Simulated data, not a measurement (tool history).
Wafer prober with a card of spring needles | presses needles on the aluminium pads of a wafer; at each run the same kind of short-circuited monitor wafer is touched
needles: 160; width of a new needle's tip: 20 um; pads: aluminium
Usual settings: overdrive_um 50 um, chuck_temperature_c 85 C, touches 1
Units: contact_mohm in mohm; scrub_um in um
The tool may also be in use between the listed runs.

{"run": 1, "day": 0.0, "overdrive_um": 50, "chuck_temperature_c": 85, "touches": 1, "contact_mohm": 154, "scrub_um": 8.82}
{"day": 0.4, "done": "tips cleaned on abrasive film"}
{"run": 2, "day": 0.754, "overdrive_um": 50, "chuck_temperature_c": 85, "touches": 1, "contact_mohm": 153, "scrub_um": 8.85}
{"day": 0.879, "done": "tips cleaned on abrasive film"}
{"day": 1.042, "done": "height of the first contact set anew"}
{"day": 1.417, "done": "tips cleaned on abrasive film"}
{"run": 3, "day": 1.667, "overdrive_um": 58, "chuck_temperature_c": 85, "touches": 1, "contact_mohm": 155, "scrub_um": 10.27}
{"day": 1.929, "done": "tips cleaned on abrasive film"}
{"day": 2.45, "done": "tips cleaned on abrasive film"}
{"run": 4, "day": 2.521, "overdrive_um": 58, "chuck_temperature_c": 85, "touches": 1, "contact_mohm": 153, "scrub_um": 10.27}
{"day": 2.929, "done": "tips cleaned on abrasive film"}
{"run": 5, "day": 3.204, "overdrive_um": 50, "chuck_temperature_c": 67, "touches": 1, "contact_mohm": 152, "scrub_um": 8.87}
{"day": 3.454, "done": "tips cleaned on abrasive film"}
{"day": 3.979, "done": "tips cleaned on abrasive film"}
{"run": 6, "day": 3.979, "overdrive_um": 50, "chuck_temperature_c": 67, "touches": 1, "contact_mohm": 151, "scrub_um": 8.86}
{"day": 4.521, "done": "tips cleaned on abrasive film"}
{"day": 5.029, "done": "tips cleaned on abrasive film"}
{"run": 7, "day": 5.038, "overdrive_um": 50, "chuck_temperature_c": 85, "touches": 1, "contact_mohm": 158, "scrub_um": 8.86}
{"day": 5.592, "done": "tips cleaned on abrasive film"}
{"day": 6.083, "done": "tips cleaned on abrasive film"}
{"run": 8, "day": 6.338, "overdrive_um": 50, "chuck_temperature_c": 85, "touches": 1, "contact_mohm": 158, "scrub_um": 8.86}
{"day": 6.596, "done": "tips cleaned on abrasive film"}
{"day": 7.117, "done": "tips cleaned on abrasive film"}
{"run": 9, "day": 7.212, "overdrive_um": 50, "chuck_temperature_c": 85, "touches": 1, "contact_mohm": 154, "scrub_um": 8.83}
{"day": 7.638, "done": "tips cleaned on abrasive film"}
{"day": 7.917, "done": "height of the first contact set anew"}
{"day": 8.179, "done": "tips cleaned on abrasive film"}
{"run": 10, "day": 8.179, "overdrive_um": 50, "chuck_temperature_c": 85, "touches": 1, "contact_mohm": 153, "scrub_um": 8.87}
{"day": 8.654, "done": "tips cleaned on abrasive film"}
{"day": 9.129, "done": "tips cleaned on abrasive film"}
{"run": 11, "day": 9.275, "overdrive_um": 41, "chuck_temperature_c": 85, "touches": 1, "contact_mohm": 162, "scrub_um": 7.22}
{"day": 9.612, "done": "tips cleaned on abrasive film"}
{"run": 12, "day": 10.012, "overdrive_um": 65, "chuck_temperature_c": 85, "touches": 1, "contact_mohm": 154, "scrub_um": 11.51}
{"day": 10.096, "done": "tips cleaned on abrasive film"}
{"day": 10.579, "done": "tips cleaned on abrasive film"}
{"run": 13, "day": 10.583, "overdrive_um": 52, "chuck_temperature_c": 85, "touches": 2, "contact_mohm": 154, "scrub_um": 9.21}
{"day": 11.075, "done": "tips cleaned on abrasive film"}
{"run": 14, "day": 11.408, "overdrive_um": 35, "chuck_temperature_c": 52, "touches": 2, "contact_mohm": 154, "scrub_um": 6.19}
{"day": 11.558, "done": "tips cleaned on abrasive film"}
{"day": 12.046, "done": "tips cleaned on abrasive film"}
{"run": 15, "day": 12.358, "overdrive_um": 31, "chuck_temperature_c": 31, "touches": 3, "contact_mohm": 152, "scrub_um": 5.5}
{"day": 12.612, "done": "tips cleaned on abrasive film"}
{"day": 13.146, "done": "tips cleaned on abrasive film"}
{"run": 16, "day": 13.362, "overdrive_um": 48, "chuck_temperature_c": 104, "touches": 3, "contact_mohm": 160, "scrub_um": 8.51}
{"day": 13.629, "done": "tips cleaned on abrasive film"}
{"run": 17, "day": 14.062, "overdrive_um": 63, "chuck_temperature_c": 41, "touches": 3, "contact_mohm": 144, "scrub_um": 11.2}
{"day": 14.142, "done": "tips cleaned on abrasive film"}
{"day": 14.654, "done": "tips cleaned on abrasive film"}
{"day": 14.867, "done": "height of the first contact set anew"}
{"day": 15.171, "done": "tips cleaned on abrasive film"}
{"run": 18, "day": 15.2, "overdrive_um": 33, "chuck_temperature_c": 30, "touches": 1, "contact_mohm": 153, "scrub_um": 5.86}
{"day": 15.65, "done": "tips cleaned on abrasive film"}
{"run": 19, "day": 15.988, "overdrive_um": 33, "chuck_temperature_c": 30, "touches": 1, "contact_mohm": 152, "scrub_um": 5.85}
{"day": 16.196, "done": "tips cleaned on abrasive film"}
{"run": 20, "day": 16.638, "overdrive_um": 45, "chuck_temperature_c": 85, "touches": 1, "contact_mohm": 158, "scrub_um": 7.99}
{"day": 16.738, "done": "tips cleaned on abrasive film"}
{"day": 17.212, "done": "tips cleaned on abrasive film"}
{"day": 17.733, "done": "tips cleaned on abrasive film"}
{"run": 21, "day": 17.942, "overdrive_um": 45, "chuck_temperature_c": 85, "touches": 1, "contact_mohm": 157, "scrub_um": 8.01}

Forecast each of these 3 alternatives for the next run:
{"day": 18.3, "done": "tips cleaned on abrasive film"}
{"run": "A", "day": 18.529, "overdrive_um": 43, "chuck_temperature_c": 47, "touches": 1, "contact_mohm": "?", "scrub_um": "?"}
{"day": 18.3, "done": "tips cleaned on abrasive film"}
{"run": "B", "day": 18.529, "overdrive_um": 57, "chuck_temperature_c": 32, "touches": 1, "contact_mohm": "?", "scrub_um": "?"}
{"day": 18.3, "done": "tips cleaned on abrasive film"}
{"run": "C", "day": 18.529, "overdrive_um": 30, "chuck_temperature_c": 29, "touches": 1, "contact_mohm": "?", "scrub_um": "?"}

run=A contact_mohm=148 scrub_um=7.61
run=B contact_mohm=145 scrub_um=10.15
run=C contact_mohm=152 scrub_um=5.32
Without the tool's hidden state the same runs would have given:
run=A contact_mohm=148 scrub_um=7.57
run=B contact_mohm=145 scrub_um=10.1
run=C contact_mohm=151 scrub_um=5.3
